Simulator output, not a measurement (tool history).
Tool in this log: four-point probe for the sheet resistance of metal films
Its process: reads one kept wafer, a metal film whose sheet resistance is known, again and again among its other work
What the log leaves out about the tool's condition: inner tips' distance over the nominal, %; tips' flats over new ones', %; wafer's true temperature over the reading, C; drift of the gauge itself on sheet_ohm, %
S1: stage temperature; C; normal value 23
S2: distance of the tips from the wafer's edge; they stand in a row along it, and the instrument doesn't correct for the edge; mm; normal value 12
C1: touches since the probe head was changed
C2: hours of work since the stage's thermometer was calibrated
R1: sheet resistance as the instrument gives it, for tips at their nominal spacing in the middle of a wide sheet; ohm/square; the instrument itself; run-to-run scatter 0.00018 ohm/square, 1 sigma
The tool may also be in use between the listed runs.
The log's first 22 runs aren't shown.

run	hour	S1	S2	C1	C2	R1
23	292.4	31	4	14214	1198	0.90099
24	303.9	20	17	14397	1207	0.892558
25	320.4	19	47	14660	1220	0.892639
26	332.7	23	3	14855	1230	0.912518
27	345	23	3	15052	1239	0.912508
28	353.9	28	3	15193	1246	0.910833
29	371.9	18	61	15480	1260	0.892925
# hour 373.7: stage's thermometer calibrated
30	385.2	20	22	15685	9	0.892167
31	393.5	20	22	15817	15	0.892051
32	408.8	20	22	16061	27	0.892313
33	420.7	20	22	16249	36	0.892208
34	432.2	20	22	16432	45	0.892179
35	439.8	34	28	16553	51	0.88771
36	448.2	23	56	16688	58	0.89116
# hour 453.9: stage's thermometer calibrated, once more
37	459	25	49	16851	4	0.891209
38	476.8	18	12	17135	18	0.894966
39	487.1	23	12	17298	26	0.893234
40	495.4	21	29	17431	32	0.892899
41	507	32	52	17616	41	0.88926
42	520	34	33	17822	51	0.888672

4 options for the next run, each taken on its own from the tool as it stands now. Forecast them:
A	536.4	21	34	18084	64	?
B	536.4	23	6	18084	64	?
C	536.4	18	30	18084	64	?
D	536.4	28	8	18084	64	?

run	R1
A	0.892748
B	0.896946
C	0.893675
D	0.893196
Had the tool no hidden state, the same runs would have come out as:
run	R1
A	0.891557
B	0.895751
C	0.892483
D	0.892005
